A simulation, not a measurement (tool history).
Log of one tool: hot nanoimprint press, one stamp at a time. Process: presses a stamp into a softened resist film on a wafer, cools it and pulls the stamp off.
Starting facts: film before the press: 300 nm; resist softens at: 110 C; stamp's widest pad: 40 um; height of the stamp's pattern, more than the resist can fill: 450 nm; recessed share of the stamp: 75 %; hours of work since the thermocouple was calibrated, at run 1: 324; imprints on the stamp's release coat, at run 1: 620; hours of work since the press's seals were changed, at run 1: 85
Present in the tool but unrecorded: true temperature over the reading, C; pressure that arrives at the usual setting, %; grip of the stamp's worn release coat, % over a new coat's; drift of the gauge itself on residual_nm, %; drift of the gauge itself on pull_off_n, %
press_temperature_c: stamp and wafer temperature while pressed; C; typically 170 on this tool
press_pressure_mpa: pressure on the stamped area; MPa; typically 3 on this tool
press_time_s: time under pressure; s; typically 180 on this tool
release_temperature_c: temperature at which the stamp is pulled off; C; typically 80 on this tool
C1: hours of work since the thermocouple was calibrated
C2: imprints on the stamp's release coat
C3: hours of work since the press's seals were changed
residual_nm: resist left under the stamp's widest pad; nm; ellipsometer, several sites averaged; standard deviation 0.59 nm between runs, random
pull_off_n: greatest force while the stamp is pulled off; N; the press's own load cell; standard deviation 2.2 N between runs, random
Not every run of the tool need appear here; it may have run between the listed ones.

run 1 day=0 | press_temperature_c=170 press_pressure_mpa=3 press_time_s=180 release_temperature_c=80 | C1=324 C2=620 C3=85 | residual_nm=168.6 pull_off_n=193
run 2 day=2.538 | press_temperature_c=170 press_pressure_mpa=1.86 press_time_s=180 release_temperature_c=80 | C1=371 C2=956 C3=132 | residual_nm=202.8 pull_off_n=199
run 3 day=4.654 | press_temperature_c=170 press_pressure_mpa=1.86 press_time_s=180 release_temperature_c=80 | C1=409 C2=1236 C3=170 | residual_nm=201.2 pull_off_n=206
run 4 day=6.892 | press_temperature_c=163 press_pressure_mpa=1.86 press_time_s=180 release_temperature_c=80 | C1=450 C2=1533 C3=211 | residual_nm=252.2 pull_off_n=215
run 5 day=8.971 | press_temperature_c=163 press_pressure_mpa=1.86 press_time_s=180 release_temperature_c=80 | C1=488 C2=1809 C3=249 | residual_nm=250.8 pull_off_n=222
run 6 day=12.683 | press_temperature_c=181 press_pressure_mpa=3 press_time_s=180 release_temperature_c=80 | C1=556 C2=2301 C3=317 | residual_nm=98.9 pull_off_n=231
-- day=13.2 stamp cleaned and given a new release coat
-- day=14.125 plate thermocouple calibrated
run 7 day=15.933 | press_temperature_c=162 press_pressure_mpa=3 press_time_s=180 release_temperature_c=80 | C1=33 C2=346 C3=369 | residual_nm=229.5 pull_off_n=183
run 8 day=18.471 | press_temperature_c=162 press_pressure_mpa=3 press_time_s=180 release_temperature_c=80 | C1=79 C2=682 C3=416 | residual_nm=228.8 pull_off_n=199
run 9 day=20.975 | press_temperature_c=162 press_pressure_mpa=3 press_time_s=180 release_temperature_c=80 | C1=125 C2=1014 C3=461 | residual_nm=231.2 pull_off_n=198
run 10 day=23.125 | press_temperature_c=170 press_pressure_mpa=3 press_time_s=180 release_temperature_c=84 | C1=164 C2=1299 C3=501 | residual_nm=167.4 pull_off_n=185
run 11 day=25.138 | press_temperature_c=170 press_pressure_mpa=3 press_time_s=180 release_temperature_c=80 | C1=201 C2=1566 C3=537 | residual_nm=168 pull_off_n=212
run 12 day=27.925 | press_temperature_c=170 press_pressure_mpa=3 press_time_s=180 release_temperature_c=80 | C1=252 C2=1935 C3=588 | residual_nm=169.7 pull_off_n=217
run 13 day=29.712 | press_temperature_c=170 press_pressure_mpa=3 press_time_s=180 release_temperature_c=67 | C1=285 C2=2172 C3=621 | residual_nm=169.5 pull_off_n=276
-- day=31.312 stamp cleaned and given a new release coat
run 14 day=31.75 | press_temperature_c=166 press_pressure_mpa=3 press_time_s=180 release_temperature_c=80 | C1=317 C2=58 C3=654 | residual_nm=202.3 pull_off_n=187
run 15 day=33.65 | press_temperature_c=164 press_pressure_mpa=3 press_time_s=180 release_temperature_c=68 | C1=352 C2=310 C3=688 | residual_nm=219.1 pull_off_n=233
run 16 day=36.267 | press_temperature_c=164 press_pressure_mpa=2.9 press_time_s=180 release_temperature_c=70 | C1=400 C2=657 C3=736 | residual_nm=222.6 pull_off_n=238
run 17 day=40.583 | press_temperature_c=170 press_pressure_mpa=3 press_time_s=216 release_temperature_c=72 | C1=479 C2=1229 C3=815 | residual_nm=162.8 pull_off_n=234
run 18 day=42.75 | press_temperature_c=161 press_pressure_mpa=3 press_time_s=154 release_temperature_c=72 | C1=518 C2=1516 C3=855 | residual_nm=250.7 pull_off_n=246
-- day=45.788 plate thermocouple calibrated
run 19 day=46.596 | press_temperature_c=170 press_pressure_mpa=2.56 press_time_s=127 release_temperature_c=78 | C1=15 C2=2009 C3=922 | residual_nm=193.7 pull_off_n=220
run 20 day=48.542 | press_temperature_c=182 press_pressure_mpa=2.56 press_time_s=127 release_temperature_c=78 | C1=50 C2=2267 C3=958 | residual_nm=112.5 pull_off_n=225
-- day=49.171 stamp cleaned and given a new release coat
run 21 day=52.404 | press_temperature_c=170 press_pressure_mpa=2.63 press_time_s=180 release_temperature_c=66 | C1=116 C2=429 C3=1024 | residual_nm=175.5 pull_off_n=239
run 22 day=56.071 | press_temperature_c=175 press_pressure_mpa=2.63 press_time_s=309 release_temperature_c=80 | C1=183 C2=915 C3=1091 | residual_nm=112.7 pull_off_n=199
run 23 day=58.196 | press_temperature_c=170 press_pressure_mpa=2.31 press_time_s=180 release_temperature_c=80 | C1=222 C2=1197 C3=1130 | residual_nm=186.5 pull_off_n=199
run 24 day=61.696 | press_temperature_c=170 press_pressure_mpa=4.68 press_time_s=180 release_temperature_c=86 | C1=286 C2=1660 C3=1194 | residual_nm=141.8 pull_off_n=182
run 25 day=65.296 | press_temperature_c=170 press_pressure_mpa=4.26 press_time_s=210 release_temperature_c=86 | C1=352 C2=2137 C3=1259 | residual_nm=141.4 pull_off_n=191
-- day=67.021 stamp cleaned and given a new release coat
-- day=69.633 press's hydraulic seals changed and the load cell set to zero
run 26 day=69.933 | press_temperature_c=170 press_pressure_mpa=3.38 press_time_s=159 release_temperature_c=76 | C1=426 C2=341 C3=5 | residual_nm=165.7 pull_off_n=204

Run 27 is up next; what results do you expect?
run 27 day=73.279 | press_temperature_c=170 press_pressure_mpa=3.38 press_time_s=159 release_temperature_c=76 | C1=487 C2=785 C3=67 | residual_nm=? pull_off_n=?

residual_nm: 165.4 nm
pull_off_n: 217 N
Without the tool's hidden state the same run would have given residual_nm 161.3 nm, pull_off_n 200 N.
